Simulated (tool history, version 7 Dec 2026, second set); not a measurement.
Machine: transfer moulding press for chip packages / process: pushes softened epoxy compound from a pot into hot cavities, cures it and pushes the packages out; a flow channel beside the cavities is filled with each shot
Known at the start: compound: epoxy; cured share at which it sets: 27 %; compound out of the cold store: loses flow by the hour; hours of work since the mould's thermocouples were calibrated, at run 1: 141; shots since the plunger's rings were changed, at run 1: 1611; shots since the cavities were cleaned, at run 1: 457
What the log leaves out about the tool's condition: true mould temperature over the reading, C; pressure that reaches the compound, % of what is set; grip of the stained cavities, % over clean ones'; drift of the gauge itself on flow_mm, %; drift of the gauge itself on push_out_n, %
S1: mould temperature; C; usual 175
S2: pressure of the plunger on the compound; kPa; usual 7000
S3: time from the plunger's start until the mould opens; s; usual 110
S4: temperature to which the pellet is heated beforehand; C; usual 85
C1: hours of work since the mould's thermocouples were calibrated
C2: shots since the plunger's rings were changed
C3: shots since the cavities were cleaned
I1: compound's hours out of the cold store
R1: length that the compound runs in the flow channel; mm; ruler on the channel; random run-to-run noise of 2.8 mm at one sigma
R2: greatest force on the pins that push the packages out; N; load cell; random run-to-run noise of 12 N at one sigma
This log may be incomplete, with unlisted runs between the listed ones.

run 1 hour=0 | S1=175 S2=7000 S3=110 S4=85 | C1=141 C2=1611 C3=457 | I1=23 | R1=568 R2=891
run 2 hour=14.6 | S1=168 S2=7000 S3=110 S4=85 | C1=149 C2=1728 C3=574 | I1=13 | R1=635 R2=1508
-- hour=24.3 cavities cleaned with cleaning compound and waxed
run 3 hour=29.3 | S1=168 S2=7000 S3=127 S4=85 | C1=155 C2=1834 C3=40 | I1=13.6 | R1=629 R2=747
run 4 hour=41.5 | S1=168 S2=7000 S3=127 S4=85 | C1=162 C2=1932 C3=138 | I1=10.2 | R1=644 R2=869
run 5 hour=49.4 | S1=168 S2=5370 S3=127 S4=85 | C1=166 C2=1995 C3=201 | I1=24.8 | R1=507 R2=863
run 6 hour=62.8 | S1=175 S2=7000 S3=110 S4=85 | C1=172 C2=2103 C3=309 | I1=34.6 | R1=516 R2=767
run 7 hour=78.2 | S1=175 S2=7000 S3=110 S4=85 | C1=180 C2=2227 C3=433 | I1=24.7 | R1=555 R2=863
run 8 hour=93.4 | S1=175 S2=7000 S3=110 S4=85 | C1=188 C2=2349 C3=555 | I1=43 | R1=491 R2=875
-- hour=105.7 cavities cleaned with cleaning compound and waxed
run 9 hour=109.9 | S1=175 S2=7000 S3=110 S4=85 | C1=195 C2=2469 C3=34 | I1=35.6 | R1=511 R2=584
run 10 hour=123.5 | S1=175 S2=7000 S3=110 S4=85 | C1=202 C2=2578 C3=143 | I1=33.6 | R1=516 R2=667
run 11 hour=135.6 | S1=175 S2=7000 S3=105 S4=85 | C1=208 C2=2675 C3=240 | I1=21.2 | R1=571 R2=829
run 12 hour=145.2 | S1=175 S2=7000 S3=105 S4=85 | C1=213 C2=2752 C3=317 | I1=39.1 | R1=501 R2=806
run 13 hour=157 | S1=175 S2=7000 S3=110 S4=85 | C1=219 C2=2846 C3=411 | I1=16.2 | R1=589 R2=834
run 14 hour=167.8 | S1=175 S2=7000 S3=129 S4=85 | C1=225 C2=2934 C3=499 | I1=32.3 | R1=519 R2=701
run 15 hour=176.3 | S1=180 S2=5480 S3=129 S4=94 | C1=229 C2=3002 C3=567 | I1=17 | R1=504 R2=686
-- hour=186.9 cavities cleaned with cleaning compound and waxed
run 16 hour=190.7 | S1=180 S2=5480 S3=129 S4=94 | C1=235 C2=3105 C3=30 | I1=38.7 | R1=436 R2=446
run 17 hour=199.4 | S1=169 S2=8660 S3=91 S4=82 | C1=240 C2=3175 C3=100 | I1=31.9 | R1=600 R2=1363
-- hour=202.3 mould's thermocouples calibrated
run 18 hour=211.1 | S1=172 S2=7000 S3=110 S4=85 | C1=4 C2=3252 C3=177 | I1=20.4 | R1=580 R2=861
run 19 hour=222.9 | S1=172 S2=7000 S3=93 S4=83 | C1=10 C2=3347 C3=272 | I1=20.8 | R1=576 R2=1366
run 20 hour=232.5 | S1=176 S2=7000 S3=103 S4=83 | C1=15 C2=3424 C3=349 | I1=16.4 | R1=588 R2=947
run 21 hour=243.9 | S1=182 S2=5960 S3=110 S4=90 | C1=21 C2=3515 C3=440 | I1=40.3 | R1=446 R2=691
run 22 hour=256.5 | S1=175 S2=7130 S3=144 S4=84 | C1=27 C2=3616 C3=541 | I1=42.2 | R1=487 R2=737
run 23 hour=266.4 | S1=178 S2=7000 S3=110 S4=91 | C1=32 C2=3696 C3=621 | I1=44.2 | R1=475 R2=798
-- hour=271.2 cavities cleaned with cleaning compound and waxed
run 24 hour=277.3 | S1=180 S2=7000 S3=136 S4=91 | C1=37 C2=3771 C3=48 | I1=39.5 | R1=486 R2=471
run 25 hour=284.5 | S1=175 S2=7380 S3=145 S4=85 | C1=41 C2=3829 C3=106 | I1=26 | R1=560 R2=521
-- hour=295.9 mould's thermocouples calibrated, once more
run 26 hour=299.7 | S1=169 S2=7610 S3=136 S4=80 | C1=2 C2=3935 C3=212 | I1=25 | R1=583 R2=730
run 27 hour=307.8 | S1=169 S2=7610 S3=136 S4=80 | C1=6 C2=4000 C3=277 | I1=17 | R1=624 R2=798
run 28 hour=323.4 | S1=175 S2=8620 S3=126 S4=86 | C1=14 C2=4125 C3=402 | I1=13.9 | R1=660 R2=728

Alternative continuations, all from the tool just after run 28; predict every row:
run A hour=331.5 | S1=182 S2=8130 S3=142 S4=85 | C1=18 C2=4190 C3=467 | I1=31.9 | R1=? R2=?
run B hour=331.5 | S1=176 S2=7000 S3=110 S4=81 | C1=18 C2=4190 C3=467 | I1=45.7 | R1=? R2=?
run C hour=331.5 | S1=175 S2=7130 S3=126 S4=93 | C1=18 C2=4190 C3=467 | I1=23.4 | R1=? R2=?
run D hour=331.5 | S1=175 S2=8620 S3=126 S4=75 | C1=18 C2=4190 C3=467 | I1=44.4 | R1=? R2=?

run=A R1=549 R2=665
run=B R1=470 R2=792
run=C R1=556 R2=751
run=D R1=528 R2=747
Take away the tool's hidden state, keep each run's random variation, and the runs would have read:
run=A R1=569 R2=419
run=B R1=487 R2=494
run=C R1=576 R2=471
run=D R1=548 R2=469

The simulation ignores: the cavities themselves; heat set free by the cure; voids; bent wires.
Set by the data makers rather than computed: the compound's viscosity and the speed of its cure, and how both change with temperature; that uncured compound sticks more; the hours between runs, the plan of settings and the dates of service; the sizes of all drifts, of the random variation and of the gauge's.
